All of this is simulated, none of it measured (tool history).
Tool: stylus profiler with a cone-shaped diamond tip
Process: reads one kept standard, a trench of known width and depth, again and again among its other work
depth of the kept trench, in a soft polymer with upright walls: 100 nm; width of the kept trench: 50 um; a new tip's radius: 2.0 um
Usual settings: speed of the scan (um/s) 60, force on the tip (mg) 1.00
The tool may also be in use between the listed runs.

| run | hour | speed of the scan (um/s) | force on the tip (mg) | depth of the trench (nm) | width of the trench's floor (µm) |
|---|---|---|---|---|---|
| 1 | 0.0 | 60 | 1.00 | 100.19 | 47.96 |
| 2 | 10.7 | 60 | 0.47 | 99.98 | 47.79 |
| 3 | 23.0 | 60 | 1.00 | 100.26 | 48.01 |
| 4 | 41.7 | 60 | 1.00 | 100.27 | 48.00 |
| 5 | 51.9 | 60 | 1.00 | 100.34 | 48.00 |
| 6 | 70.5 | 60 | 0.90 | 100.26 | 47.91 |
| 7 | 83.6 | 17 | 0.90 | 100.18 | 48.17 |
| 8 | 100.4 | 17 | 0.90 | 100.06 | 48.25 |
| 9 | 117.8 | 17 | 0.90 | 100.27 | 48.27 |
| 10 | 138.8 | 60 | 1.00 | 100.31 | 47.93 |
| 11 | 150.3 | 60 | 0.52 | 100.01 | 47.78 |
| 12 | 163.9 | 60 | 1.00 | 100.19 | 48.02 |
| 13 | 172.8 | 60 | 1.00 | 100.36 | 47.98 |
| 14 | 187.8 | 60 | 1.00 | 100.22 | 47.98 |
| 15 | 197.6 | 60 | 1.00 | 100.32 | 47.92 |
| 16 | 214.5 | 60 | 1.00 | 100.25 | 47.92 |
| 17 | 232.3 | 16 | 1.00 | 100.24 | 48.25 |
| 18 | 252.8 | 25 | 1.00 | 100.33 | 48.17 |
| 19 | 263.2 | 25 | 1.00 | 100.24 | 48.17 |
| 20 | 278.2 | 60 | 1.00 | 100.09 | 47.94 |
| 21 | 299.0 | 60 | 1.00 | 100.24 | 47.95 |
| 22 | 307.5 | 60 | 0.52 | 100.08 | 47.80 |
| 23 | 325.2 | 134 | 1.00 | 100.07 | 47.44 |
| 24 | 346.2 | 30 | 0.38 | 99.99 | 48.04 |
| 25 | 366.9 | 49 | 0.38 | 99.89 | 47.78 |
| 26 | 382.7 | 103 | 1.18 | 100.30 | 47.74 |
| 27 | 395.5 | 89 | 1.23 | 100.23 | 47.71 |
| 28 | 406.3 | 23 | 2.77 | 100.70 | 48.21 |
| 29 | 425.0 | 17 | 0.49 | 99.82 | 48.17 |
| 30 | 438.5 | 128 | 1.24 | 100.34 | 47.58 |
| 31 | 459.6 | 26 | 0.36 | 99.90 | 48.00 |
| 32 | 472.4 | 37 | 0.70 | 100.02 | 47.99 |
| 33 | 492.2 | 16 | 2.92 | 100.56 | 48.25 |
| 34 | 512.7 | 16 | 2.92 | 100.74 | 48.20 |
| 35 | 526.2 | 16 | 2.92 | 100.76 | 48.21 |
| 36 | 547.3 | 16 | 2.92 | 100.74 | 48.26 |
| 37 | 565.8 | 195 | 1.08 | 100.14 | 47.05 |
| 38 | 578.4 | 187 | 2.41 | 100.58 | 47.51 |
| 39 | 595.1 | 60 | 0.91 | 100.05 | 47.89 |
| 40 | 612.6 | 34 | 0.92 | 100.04 | 48.00 |
| 41 | 633.4 | 187 | 1.73 | 100.38 | 47.40 |
| 42 | 653.5 | 94 | 2.08 | 100.42 | 47.86 |
| 43 | 666.4 | 127 | 2.08 | 100.53 | 47.65 |
| 44 | 685.9 | 60 | 1.13 | 100.14 | 47.92 |
| 45 | 703.6 | 39 | 0.37 | 99.71 | 47.83 |

Forecast each of these 5 alternatives for the next run:
| A | 718.4 | 40 | 0.95 | ? | ? |
| B | 718.4 | 34 | 1.50 | ? | ? |
| C | 718.4 | 50 | 0.37 | ? | ? |
| D | 718.4 | 78 | 0.60 | ? | ? |
| E | 718.4 | 51 | 0.42 | ? | ? |

| run | depth of the trench (nm) | width of the trench's floor (µm) |
|---|---|---|
| A | 100.01 | 48.00 |
| B | 100.30 | 48.07 |
| C | 99.72 | 47.74 |
| D | 100.02 | 47.61 |
| E | 99.85 | 47.80 |
Without the tool's hidden state the same runs would have given:
| run | depth of the trench (nm) | width of the trench's floor (µm) |
|---|---|---|
| A | 100.46 | 48.48 |
| B | 100.75 | 48.55 |
| C | 100.17 | 48.22 |
| D | 100.47 | 48.09 |
| E | 100.30 | 48.28 |
